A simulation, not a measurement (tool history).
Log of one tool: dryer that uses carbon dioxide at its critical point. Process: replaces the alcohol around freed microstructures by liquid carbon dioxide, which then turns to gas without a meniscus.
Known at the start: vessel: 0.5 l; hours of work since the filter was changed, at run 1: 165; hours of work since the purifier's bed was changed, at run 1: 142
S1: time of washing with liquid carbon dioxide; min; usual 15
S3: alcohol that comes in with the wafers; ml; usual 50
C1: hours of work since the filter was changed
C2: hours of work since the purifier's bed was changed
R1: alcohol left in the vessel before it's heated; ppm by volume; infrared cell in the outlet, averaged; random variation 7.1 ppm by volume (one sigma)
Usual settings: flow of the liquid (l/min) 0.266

Run 1, day 0: usual settings; C1 165; C2 142. Result: R1 395 ppm by volume.
Run 2, day 0.696: usual settings; C1 171; C2 147. Result: R1 400 ppm by volume.
Run 3, day 1.425: usual settings; C1 176; C2 153. Result: R1 402 ppm by volume.
Run 4, day 1.979: usual settings but flow of the liquid (l/min) 0.247; C1 180; C2 157. Result: R1 579 ppm by volume.
Run 5, day 2.542: usual settings but flow of the liquid (l/min) 0.247; C1 184; C2 161. Result: R1 597 ppm by volume.
Run 6, day 3.333: usual settings but flow of the liquid (l/min) 0.247; C1 190; C2 167. Result: R1 570 ppm by volume.
Run 7, day 3.888: usual settings but flow of the liquid (l/min) 0.22; C1 194; C2 171. Result: R1 1009 ppm by volume.
Run 8, day 4.425: usual settings; C1 198; C2 175. Result: R1 411 ppm by volume.
Run 9, day 4.821: usual settings; C1 201; C2 178. Result: R1 401 ppm by volume.
Run 10, day 5.733: usual settings; C1 208; C2 185. Result: R1 409 ppm by volume.
Run 11, day 6.658: usual settings; C1 215; C2 192. Result: R1 435 ppm by volume.
Run 12, day 7.5: usual settings; C1 222; C2 198. Result: R1 413 ppm by volume.
Run 13, day 8.383: usual settings; C1 228; C2 205. Result: R1 431 ppm by volume.
Run 14, day 9.121: usual settings; C1 234; C2 211. Result: R1 411 ppm by volume.
Run 15, day 9.896: usual settings; C1 240; C2 216. Result: R1 422 ppm by volume.
Run 16, day 10.554: usual settings; C1 245; C2 221. Result: R1 426 ppm by volume.
Run 17, day 11.271: usual settings; C1 250; C2 227. Result: R1 436 ppm by volume.
Run 18, day 11.75: usual settings but flow of the liquid (l/min) 0.372; C1 253; C2 230. Result: R1 64 ppm by volume.
Run 19, day 12.383: usual settings but flow of the liquid (l/min) 0.372; C1 258; C2 235. Result: R1 59 ppm by volume.
Run 20, day 13.346: usual settings but flow of the liquid (l/min) 0.346; C1 265; C2 242. Result: R1 97 ppm by volume.
Run 21, day 14.196: usual settings but flow of the liquid (l/min) 0.346; C1 272; C2 249. Result: R1 104 ppm by volume.
Run 22, day 15.104: usual settings but S1 22 min, S3 36 ml; C1 279; C2 256. Result: R1 38 ppm by volume.
Run 23, day 15.904: usual settings but S1 22 min, S3 36 ml; C1 285; C2 262. Result: R1 38 ppm by volume.
Run 24, day 16.721: usual settings but S1 14 min, flow of the liquid (l/min) 0.306, S3 21 ml; C1 291; C2 268. Result: R1 139 ppm by volume.
Run 25, day 17.288: usual settings but S1 14 min, flow of the liquid (l/min) 0.306, S3 21 ml; C1 295; C2 272. Result: R1 145 ppm by volume.
Run 26, day 17.879: usual settings but S1 14 min, flow of the liquid (l/min) 0.306, S3 21 ml; C1 300; C2 276. Result: R1 138 ppm by volume.
Run 27, day 18.546: usual settings but S1 14 min, flow of the liquid (l/min) 0.4, S3 21 ml; C1 305; C2 281. Result: R1 43 ppm by volume.
Run 28, day 19.5: usual settings but S1 14 min, flow of the liquid (l/min) 0.4, S3 21 ml; C1 312; C2 288. Result: R1 39 ppm by volume.
Run 29, day 20.142: usual settings but S3 49 ml; C1 317; C2 293. Result: R1 431 ppm by volume.
Run 30, day 20.588: usual settings but S3 49 ml; C1 320; C2 297. Result: R1 455 ppm by volume.
Run 31, day 21.396: usual settings but flow of the liquid (l/min) 0.23, S3 44 ml; C1 326; C2 303. Result: R1 807 ppm by volume.
Run 32, day 22.192: usual settings but flow of the liquid (l/min) 0.23, S3 44 ml; C1 332; C2 309. Result: R1 830 ppm by volume.
Run 33, day 22.692: usual settings but flow of the liquid (l/min) 0.23, S3 44 ml; C1 336; C2 312. Result: R1 810 ppm by volume.
Run 34, day 23.388: usual settings but S1 21 min, flow of the liquid (l/min) 0.273, S3 40 ml; C1 341; C2 318. Result: R1 62 ppm by volume.
Run 35, day 24.117: usual settings but flow of the liquid (l/min) 0.349, S3 58 ml; C1 346; C2 323. Result: R1 121 ppm by volume.

4 ways to go on from here, each from the tool as it stands after run 35. What would each give?
Run A, day 24.679: usual settings but S1 9 min; C1 351; C2 327. Result: R1 ?.
Run B, day 24.679: usual settings but S1 19 min, flow of the liquid (l/min) 0.172, S3 87 ml; C1 351; C2 327. Result: R1 ?.
Run C, day 24.679: usual settings but flow of the liquid (l/min) 0.268, S3 25 ml; C1 351; C2 327. Result: R1 ?.
Run D, day 24.679: usual settings but S3 58 ml; C1 351; C2 327. Result: R1 ?.

run    R1
  A  4038
  B  1980
  C   245
  D   540
Without the tool's hidden state the same runs would have given:
run    R1
  A  3364
  B  1538
  C   174
  D   389
